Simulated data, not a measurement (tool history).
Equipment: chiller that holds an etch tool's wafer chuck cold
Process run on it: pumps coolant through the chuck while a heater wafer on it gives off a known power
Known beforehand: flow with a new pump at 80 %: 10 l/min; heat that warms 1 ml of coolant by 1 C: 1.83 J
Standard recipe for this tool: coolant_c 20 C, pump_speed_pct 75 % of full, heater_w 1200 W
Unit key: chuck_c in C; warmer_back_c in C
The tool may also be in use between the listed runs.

{"run": 1, "day": 0.0, "coolant_c": 20, "pump_speed_pct": 75, "heater_w": 1200, "chuck_c": 31.0, "warmer_back_c": 4.36}
{"run": 2, "day": 1.546, "coolant_c": 20, "pump_speed_pct": 75, "heater_w": 1200, "chuck_c": 31.0, "warmer_back_c": 4.37}
{"run": 3, "day": 3.517, "coolant_c": 20, "pump_speed_pct": 75, "heater_w": 1200, "chuck_c": 31.0, "warmer_back_c": 4.46}
{"run": 4, "day": 5.862, "coolant_c": 20, "pump_speed_pct": 75, "heater_w": 1200, "chuck_c": 31.1, "warmer_back_c": 4.33}
{"run": 5, "day": 7.962, "coolant_c": 20, "pump_speed_pct": 75, "heater_w": 1200, "chuck_c": 30.9, "warmer_back_c": 4.38}
{"run": 6, "day": 10.304, "coolant_c": 20, "pump_speed_pct": 75, "heater_w": 1200, "chuck_c": 30.8, "warmer_back_c": 4.42}
{"run": 7, "day": 12.283, "coolant_c": 20, "pump_speed_pct": 75, "heater_w": 1200, "chuck_c": 31.1, "warmer_back_c": 4.38}
{"run": 8, "day": 14.017, "coolant_c": 20, "pump_speed_pct": 68, "heater_w": 1200, "chuck_c": 31.9, "warmer_back_c": 4.92}
{"run": 9, "day": 16.75, "coolant_c": 20, "pump_speed_pct": 68, "heater_w": 1200, "chuck_c": 31.7, "warmer_back_c": 4.95}
{"run": 10, "day": 19.183, "coolant_c": 20, "pump_speed_pct": 75, "heater_w": 1200, "chuck_c": 31.1, "warmer_back_c": 4.45}
{"run": 11, "day": 21.529, "coolant_c": 13, "pump_speed_pct": 75, "heater_w": 1572, "chuck_c": 27.4, "warmer_back_c": 5.81}
{"run": 12, "day": 23.321, "coolant_c": 24, "pump_speed_pct": 69, "heater_w": 1103, "chuck_c": 34.7, "warmer_back_c": 4.53}
{"run": 13, "day": 25.158, "coolant_c": 20, "pump_speed_pct": 75, "heater_w": 1794, "chuck_c": 36.7, "warmer_back_c": 6.57}
{"run": 14, "day": 27.167, "coolant_c": 10, "pump_speed_pct": 64, "heater_w": 1075, "chuck_c": 21.2, "warmer_back_c": 4.71}
{"run": 15, "day": 29.425, "coolant_c": 10, "pump_speed_pct": 64, "heater_w": 1075, "chuck_c": 21.2, "warmer_back_c": 4.76}
{"run": 16, "day": 31.217, "coolant_c": 10, "pump_speed_pct": 64, "heater_w": 1075, "chuck_c": 20.8, "warmer_back_c": 4.81}
{"run": 17, "day": 32.438, "coolant_c": 13, "pump_speed_pct": 68, "heater_w": 721, "chuck_c": 20.1, "warmer_back_c": 2.96}
{"run": 18, "day": 35.046, "coolant_c": 17, "pump_speed_pct": 68, "heater_w": 721, "chuck_c": 24.3, "warmer_back_c": 2.98}
{"run": 19, "day": 37.733, "coolant_c": 11, "pump_speed_pct": 66, "heater_w": 1566, "chuck_c": 26.8, "warmer_back_c": 6.74}

4 options for the next run, each taken on its own from the tool as it stands now. Forecast them:
{"run": "A", "day": 40.296, "coolant_c": 17, "pump_speed_pct": 86, "heater_w": 1421, "chuck_c": "?", "warmer_back_c": "?"}
{"run": "B", "day": 40.296, "coolant_c": 13, "pump_speed_pct": 66, "heater_w": 1236, "chuck_c": "?", "warmer_back_c": "?"}
{"run": "C", "day": 40.296, "coolant_c": 20, "pump_speed_pct": 93, "heater_w": 1200, "chuck_c": "?", "warmer_back_c": "?"}
{"run": "D", "day": 40.296, "coolant_c": 15, "pump_speed_pct": 98, "heater_w": 1311, "chuck_c": "?", "warmer_back_c": "?"}

run=A chuck_c=29.2 warmer_back_c=4.49
run=B chuck_c=25.9 warmer_back_c=5.32
run=C chuck_c=29.8 warmer_back_c=3.51
run=D chuck_c=25.2 warmer_back_c=3.62
Take away the tool's hidden state, keep each run's random variation, and the runs would have read:
run=A chuck_c=27.4 warmer_back_c=4.27
run=B chuck_c=24.1 warmer_back_c=5.05
run=C chuck_c=28.4 warmer_back_c=3.34
run=D chuck_c=23.6 warmer_back_c=3.44

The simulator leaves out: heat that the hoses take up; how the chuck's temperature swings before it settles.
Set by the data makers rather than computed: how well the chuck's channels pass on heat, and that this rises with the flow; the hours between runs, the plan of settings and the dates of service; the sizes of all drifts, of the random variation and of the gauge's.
